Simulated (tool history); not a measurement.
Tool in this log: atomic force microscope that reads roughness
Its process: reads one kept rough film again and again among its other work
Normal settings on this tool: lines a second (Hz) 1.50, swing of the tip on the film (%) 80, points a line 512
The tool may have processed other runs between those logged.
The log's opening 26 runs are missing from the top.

| run | hour | lines a second (Hz) | swing of the tip on the film (%) | points a line | pictures with this tip | hours of work since the height scale was calibrated | roughness of the kept film (nm (root mean square)) |
|---|---|---|---|---|---|---|---|
| 27 | 356.9 | 1.50 | 58 | 743 | 271 | 14 | 1.938 |
|  | 368.1 | new tip fitted |
| 28 | 372.8 | 1.50 | 72 | 495 | 10 | 25 | 1.937 |
| 29 | 388.7 | 1.37 | 72 | 424 | 46 | 37 | 1.944 |
| 30 | 402.0 | 1.37 | 72 | 424 | 76 | 46 | 1.950 |
| 31 | 413.7 | 1.37 | 67 | 859 | 102 | 54 | 1.956 |
| 32 | 426.9 | 1.02 | 67 | 307 | 132 | 64 | 1.938 |
| 33 | 439.0 | 3.88 | 79 | 567 | 159 | 73 | 1.743 |
| 34 | 453.0 | 3.88 | 79 | 567 | 190 | 83 | 1.745 |
| 35 | 463.9 | 1.19 | 84 | 556 | 215 | 90 | 1.873 |
| 36 | 482.6 | 1.19 | 84 | 556 | 257 | 104 | 1.844 |
| 37 | 492.2 | 2.70 | 80 | 512 | 278 | 111 | 1.766 |
|  | 499.7 | new tip fitted |
| 38 | 503.2 | 2.89 | 71 | 313 | 8 | 118 | 1.881 |
| 39 | 512.4 | 2.89 | 71 | 1023 | 29 | 125 | 1.886 |
| 40 | 520.9 | 2.87 | 61 | 512 | 47 | 131 | 1.932 |
| 41 | 540.7 | 0.81 | 71 | 572 | 92 | 145 | 1.960 |
| 42 | 558.1 | 2.24 | 67 | 572 | 131 | 158 | 1.902 |

Alternative continuations, all from the tool just after run 42; predict every row:
| A | 569.1 | 2.24 | 67 | 256 | 156 | 165 | ? |
| B | 569.1 | 1.77 | 61 | 279 | 156 | 165 | ? |
| C | 569.1 | 1.50 | 79 | 512 | 156 | 165 | ? |
| D | 569.1 | 1.11 | 68 | 457 | 156 | 165 | ? |
| E | 569.1 | 0.75 | 59 | 512 | 156 | 165 | ? |

| run | roughness of the kept film (nm (root mean square)) |
|---|---|
| A | 1.899 |
| B | 1.937 |
| C | 1.869 |
| D | 1.940 |
| E | 1.970 |
Without the tool's hidden state the same runs would have given:
| run | roughness of the kept film (nm (root mean square)) |
|---|---|
| A | 1.944 |
| B | 1.983 |
| C | 1.913 |
| D | 1.986 |
| E | 2.017 |
